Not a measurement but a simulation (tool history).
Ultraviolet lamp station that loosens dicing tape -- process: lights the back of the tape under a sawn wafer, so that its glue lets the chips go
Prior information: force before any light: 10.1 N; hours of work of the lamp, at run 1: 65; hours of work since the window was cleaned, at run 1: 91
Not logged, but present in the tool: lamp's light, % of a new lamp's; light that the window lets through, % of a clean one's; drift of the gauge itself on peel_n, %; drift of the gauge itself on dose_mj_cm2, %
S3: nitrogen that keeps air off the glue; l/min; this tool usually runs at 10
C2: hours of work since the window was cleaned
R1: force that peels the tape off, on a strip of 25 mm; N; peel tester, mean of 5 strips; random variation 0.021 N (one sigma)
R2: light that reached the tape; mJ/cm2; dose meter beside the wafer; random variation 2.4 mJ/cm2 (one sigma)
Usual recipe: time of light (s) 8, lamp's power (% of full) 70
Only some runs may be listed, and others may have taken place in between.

Run 1, hour 0: usual settings; hours of work of the lamp 65; C2 91. Result: R1 1.159 N, R2 243 mJ/cm2.
Run 2, hour 8.4: usual settings but lamp's power (% of full) 79; hours of work of the lamp 69; C2 94. Result: R1 0.875 N, R2 278 mJ/cm2.
Run 3, hour 13.1: usual settings but lamp's power (% of full) 79; hours of work of the lamp 70; C2 96. Result: R1 0.901 N, R2 276 mJ/cm2.
Run 4, hour 19.6: usual settings but lamp's power (% of full) 73; hours of work of the lamp 73; C2 99. Result: R1 1.003 N, R2 254 mJ/cm2.
Run 5, hour 26.4: usual settings but lamp's power (% of full) 68; hours of work of the lamp 76; C2 101. Result: R1 1.2 N, R2 238 mJ/cm2.
Run 6, hour 32: usual settings but time of light (s) 5; hours of work of the lamp 78; C2 104. Result: R1 2.423 N, R2 150 mJ/cm2.
Run 7, hour 36.1: usual settings but time of light (s) 5; hours of work of the lamp 80; C2 105. Result: R1 2.42 N, R2 154 mJ/cm2.
Run 8, hour 41: usual settings; hours of work of the lamp 82; C2 107. Result: R1 1.147 N, R2 244 mJ/cm2.
Run 9, hour 47: usual settings; hours of work of the lamp 84; C2 110. Result: R1 1.128 N, R2 240 mJ/cm2.
Run 10, hour 55.4: usual settings; hours of work of the lamp 88; C2 113. Result: R1 1.12 N, R2 241 mJ/cm2.
Run 11, hour 60.5: usual settings; hours of work of the lamp 90; C2 115. Result: R1 1.089 N, R2 241 mJ/cm2.
Run 12, hour 68.5: usual settings; hours of work of the lamp 93; C2 118. Result: R1 1.115 N, R2 242 mJ/cm2.
Run 13, hour 75.7: usual settings; hours of work of the lamp 96; C2 121. Result: R1 1.142 N, R2 246 mJ/cm2.
Run 14, hour 82.5: usual settings; hours of work of the lamp 99; C2 124. Result: R1 1.167 N, R2 241 mJ/cm2.
Run 15, hour 87.7: usual settings; hours of work of the lamp 101; C2 126. Result: R1 1.139 N, R2 244 mJ/cm2.
Run 16, hour 95.9: usual settings; hours of work of the lamp 104; C2 130. Result: R1 1.13 N, R2 238 mJ/cm2.
Run 17, hour 101: usual settings but S3 4 l/min; hours of work of the lamp 106; C2 132. Result: R1 1.935 N, R2 237 mJ/cm2.
Run 18, hour 108.4: usual settings but S3 8 l/min; hours of work of the lamp 109; C2 135. Result: R1 1.307 N, R2 239 mJ/cm2.
Run 19, hour 113.7: usual settings but time of light (s) 9; hours of work of the lamp 111; C2 137. Result: R1 0.9 N, R2 274 mJ/cm2.
Run 20, hour 118.2: usual settings but S3 19 l/min; hours of work of the lamp 113; C2 139. Result: R1 0.846 N, R2 236 mJ/cm2.
Run 21, hour 126: usual settings but lamp's power (% of full) 65, S3 19 l/min; hours of work of the lamp 116; C2 142. Result: R1 0.976 N, R2 221 mJ/cm2.
Run 22, hour 135.1: usual settings but lamp's power (% of full) 80, S3 4 l/min; hours of work of the lamp 120; C2 145. Result: R1 1.557 N, R2 271 mJ/cm2.
Run 23, hour 141.3: usual settings but time of light (s) 15, S3 7 l/min; hours of work of the lamp 123; C2 148. Result: R1 0.398 N, R2 448 mJ/cm2.
Run 24, hour 148.7: usual settings but time of light (s) 15, S3 7 l/min; hours of work of the lamp 126; C2 151. Result: R1 0.406 N, R2 444 mJ/cm2.
Run 25, hour 153.2: usual settings but time of light (s) 7, lamp's power (% of full) 83, S3 11 l/min; hours of work of the lamp 127; C2 153. Result: R1 1.047 N, R2 247 mJ/cm2.
Run 26, hour 162.4: usual settings but time of light (s) 11, lamp's power (% of full) 86, S3 3 l/min; hours of work of the lamp 131; C2 157. Result: R1 0.905 N, R2 406 mJ/cm2.
Run 27, hour 168.2: usual settings but time of light (s) 14, S3 16 l/min; hours of work of the lamp 134; C2 159. Result: R1 0.307 N, R2 415 mJ/cm2.
Run 28, hour 175.3: usual settings but time of light (s) 14, S3 16 l/min; hours of work of the lamp 136; C2 162. Result: R1 0.311 N, R2 412 mJ/cm2.
Run 29, hour 183.1: usual settings but time of light (s) 14, lamp's power (% of full) 85, S3 16 l/min; hours of work of the lamp 140; C2 165. Result: R1 0.249 N, R2 504 mJ/cm2.
At hour 184.3: window cleaned of glue's vapour.
Run 30, hour 192.4: usual settings but time of light (s) 14, lamp's power (% of full) 85, S3 16 l/min; hours of work of the lamp 143; C2 3. Result: R1 0.246 N, R2 498 mJ/cm2.
Run 31, hour 199.3: usual settings but S3 5 l/min; hours of work of the lamp 146; C2 6. Result: R1 1.722 N, R2 236 mJ/cm2.
At hour 207.3: window cleaned of glue's vapour, once more.
Run 32, hour 209: usual settings but S3 5 l/min; hours of work of the lamp 150; C2 1. Result: R1 1.616 N, R2 245 mJ/cm2.
Run 33, hour 215.4: usual settings but S3 5 l/min; hours of work of the lamp 152; C2 3. Result: R1 1.604 N, R2 248 mJ/cm2.
Run 34, hour 222.2: usual settings but time of light (s) 7, lamp's power (% of full) 92, S3 13 l/min; hours of work of the lamp 155; C2 6. Result: R1 0.714 N, R2 280 mJ/cm2.
Run 35, hour 229.3: usual settings but time of light (s) 13, lamp's power (% of full) 84, S3 13 l/min; hours of work of the lamp 158; C2 9. Result: R1 0.268 N, R2 479 mJ/cm2.
Run 36, hour 238.6: usual settings but time of light (s) 13, lamp's power (% of full) 84, S3 13 l/min; hours of work of the lamp 162; C2 13. Result: R1 0.273 N, R2 476 mJ/cm2.
Run 37, hour 246.8: usual settings but time of light (s) 13, lamp's power (% of full) 80, S3 12 l/min; hours of work of the lamp 165; C2 16. Result: R1 0.311 N, R2 453 mJ/cm2.
Run 38, hour 255.4: usual settings but lamp's power (% of full) 96, S3 4 l/min; hours of work of the lamp 169; C2 20. Result: R1 1.057 N, R2 333 mJ/cm2.
Run 39, hour 262.6: usual settings but lamp's power (% of full) 96, S3 4 l/min; hours of work of the lamp 172; C2 22. Result: R1 1.07 N, R2 330 mJ/cm2.
Run 40, hour 267.1: usual settings but lamp's power (% of full) 96, S3 4 l/min; hours of work of the lamp 173; C2 24. Result: R1 1.06 N, R2 334 mJ/cm2.
Run 41, hour 270.9: usual settings but lamp's power (% of full) 96, S3 4 l/min; hours of work of the lamp 175; C2 26. Result: R1 1.035 N, R2 333 mJ/cm2.
Run 42, hour 279.8: usual settings but time of light (s) 7, lamp's power (% of full) 82; hours of work of the lamp 179; C2 29. Result: R1 1.078 N, R2 249 mJ/cm2.

5 options for the next run, each taken on its own from the tool as it stands now. Forecast them:
Run A, hour 286.8: usual settings but lamp's power (% of full) 99, S3 5 l/min; hours of work of the lamp 181; C2 32. Result: R1 ?, R2 ?.
Run B, hour 286.8: usual settings but time of light (s) 13, lamp's power (% of full) 71; hours of work of the lamp 181; C2 32. Result: R1 ?, R2 ?.
Run C, hour 286.8: usual settings but time of light (s) 15, lamp's power (% of full) 94, S3 11 l/min; hours of work of the lamp 181; C2 32. Result: R1 ?, R2 ?.
Run D, hour 286.8: usual settings; hours of work of the lamp 181; C2 32. Result: R1 ?, R2 ?.
Run E, hour 286.8: usual settings but time of light (s) 11, lamp's power (% of full) 76, S3 13 l/min; hours of work of the lamp 181; C2 32. Result: R1 ?, R2 ?.

run     R1   R2
  A  0.847  344
  B  0.412  399
  C  0.234  606
  D  1.141  244
  E  0.423  360
Take away the tool's hidden state, keep each run's random variation, and the runs would have read:
run     R1   R2
  A  0.749  365
  B  0.369  424
  C  0.227  644
  D  1.015  259
  E  0.378  382
